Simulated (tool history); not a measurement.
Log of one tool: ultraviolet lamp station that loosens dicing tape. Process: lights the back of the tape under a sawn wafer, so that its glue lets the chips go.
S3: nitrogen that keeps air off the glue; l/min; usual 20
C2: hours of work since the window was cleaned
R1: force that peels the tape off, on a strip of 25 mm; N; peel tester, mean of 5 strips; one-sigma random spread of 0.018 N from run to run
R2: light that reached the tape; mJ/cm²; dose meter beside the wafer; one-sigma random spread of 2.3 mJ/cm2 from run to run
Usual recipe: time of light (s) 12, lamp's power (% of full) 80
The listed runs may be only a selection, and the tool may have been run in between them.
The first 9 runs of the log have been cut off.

run 10 hour=216.3 | time_of_light_(s)=13 lamp's_power_(%_of_full)=80 S3=20 | hours_of_work_of_the_lamp=964 C2=256 | R1=2.05 R2=132
run 11 hour=238.5 | time_of_light_(s)=12 lamp's_power_(%_of_full)=80 S3=13 | hours_of_work_of_the_lamp=981 C2=273 | R1=2.847 R2=122
run 12 hour=268.5 | time_of_light_(s)=12 lamp's_power_(%_of_full)=80 S3=13 | hours_of_work_of_the_lamp=1004 C2=296 | R1=2.91 R2=120
run 13 hour=291.5 | time_of_light_(s)=12 lamp's_power_(%_of_full)=80 S3=13 | hours_of_work_of_the_lamp=1021 C2=313 | R1=3.114 R2=121
run 14 hour=313.3 | time_of_light_(s)=8 lamp's_power_(%_of_full)=80 S3=20 | hours_of_work_of_the_lamp=1037 C2=330 | R1=4.002 R2=82
run 15 hour=344.6 | time_of_light_(s)=6 lamp's_power_(%_of_full)=80 S3=20 | hours_of_work_of_the_lamp=1061 C2=353 | R1=4.929 R2=59
run 16 hour=380.3 | time_of_light_(s)=6 lamp's_power_(%_of_full)=80 S3=20 | hours_of_work_of_the_lamp=1088 C2=380 | R1=5.337 R2=54
run 17 hour=396.2 | time_of_light_(s)=15 lamp's_power_(%_of_full)=92 S3=10 | hours_of_work_of_the_lamp=1100 C2=392 | R1=2.442 R2=159
run 18 hour=424 | time_of_light_(s)=15 lamp's_power_(%_of_full)=66 S3=9 | hours_of_work_of_the_lamp=1121 C2=413 | R1=3.861 R2=114
run 19 hour=441 | time_of_light_(s)=15 lamp's_power_(%_of_full)=66 S3=9 | hours_of_work_of_the_lamp=1134 C2=426 | R1=3.744 R2=108
-- hour=447 lamp changed
-- hour=469.1 window cleaned of glue's vapour
run 20 hour=469.3 | time_of_light_(s)=10 lamp's_power_(%_of_full)=80 S3=20 | hours_of_work_of_the_lamp=16 C2=0 | R1=1.355 R2=172
run 21 hour=501.8 | time_of_light_(s)=20 lamp's_power_(%_of_full)=80 S3=20 | hours_of_work_of_the_lamp=41 C2=25 | R1=0.267 R2=336
run 22 hour=526.3 | time_of_light_(s)=20 lamp's_power_(%_of_full)=80 S3=20 | hours_of_work_of_the_lamp=60 C2=43 | R1=0.281 R2=339
run 23 hour=561 | time_of_light_(s)=6 lamp's_power_(%_of_full)=89 S3=15 | hours_of_work_of_the_lamp=86 C2=69 | R1=3.077 R2=108
run 24 hour=585.6 | time_of_light_(s)=14 lamp's_power_(%_of_full)=71 S3=19 | hours_of_work_of_the_lamp=104 C2=88 | R1=0.993 R2=205
run 25 hour=601.7 | time_of_light_(s)=13 lamp's_power_(%_of_full)=71 S3=13 | hours_of_work_of_the_lamp=117 C2=100 | R1=1.579 R2=189
run 26 hour=622.9 | time_of_light_(s)=12 lamp's_power_(%_of_full)=96 S3=24 | hours_of_work_of_the_lamp=133 C2=116 | R1=0.598 R2=236
run 27 hour=638 | time_of_light_(s)=10 lamp's_power_(%_of_full)=86 S3=8 | hours_of_work_of_the_lamp=144 C2=128 | R1=2.366 R2=174
run 28 hour=668.2 | time_of_light_(s)=10 lamp's_power_(%_of_full)=86 S3=8 | hours_of_work_of_the_lamp=167 C2=150 | R1=2.428 R2=168
run 29 hour=693.2 | time_of_light_(s)=21 lamp's_power_(%_of_full)=74 S3=30 | hours_of_work_of_the_lamp=186 C2=169 | R1=0.248 R2=303
run 30 hour=713.7 | time_of_light_(s)=7 lamp's_power_(%_of_full)=82 S3=16 | hours_of_work_of_the_lamp=201 C2=185 | R1=3.02 R2=111
run 31 hour=745.2 | time_of_light_(s)=21 lamp's_power_(%_of_full)=66 S3=28 | hours_of_work_of_the_lamp=225 C2=209 | R1=0.378 R2=267
run 32 hour=763.2 | time_of_light_(s)=13 lamp's_power_(%_of_full)=80 S3=20 | hours_of_work_of_the_lamp=239 C2=222 | R1=1.081 R2=198

Forecast each of these 5 alternatives for the next run:
run A hour=786.6 | time_of_light_(s)=7 lamp's_power_(%_of_full)=100 S3=28 | hours_of_work_of_the_lamp=256 C2=240 | R1=? R2=?
run B hour=786.6 | time_of_light_(s)=9 lamp's_power_(%_of_full)=80 S3=20 | hours_of_work_of_the_lamp=256 C2=240 | R1=? R2=?
run C hour=786.6 | time_of_light_(s)=23 lamp's_power_(%_of_full)=66 S3=20 | hours_of_work_of_the_lamp=256 C2=240 | R1=? R2=?
run D hour=786.6 | time_of_light_(s)=20 lamp's_power_(%_of_full)=63 S3=31 | hours_of_work_of_the_lamp=256 C2=240 | R1=? R2=?
run E hour=786.6 | time_of_light_(s)=13 lamp's_power_(%_of_full)=80 S3=16 | hours_of_work_of_the_lamp=256 C2=240 | R1=? R2=?

run=A R1=1.82 R2=130
run=B R1=2.055 R2=132
run=C R1=0.435 R2=284
run=D R1=0.486 R2=236
run=E R1=1.257 R2=193
With no hidden state in the tool, these same runs would have given:
run=A R1=1.355 R2=153
run=B R1=1.561 R2=156
run=C R1=0.282 R2=335
run=D R1=0.316 R2=278
run=E R1=0.885 R2=228

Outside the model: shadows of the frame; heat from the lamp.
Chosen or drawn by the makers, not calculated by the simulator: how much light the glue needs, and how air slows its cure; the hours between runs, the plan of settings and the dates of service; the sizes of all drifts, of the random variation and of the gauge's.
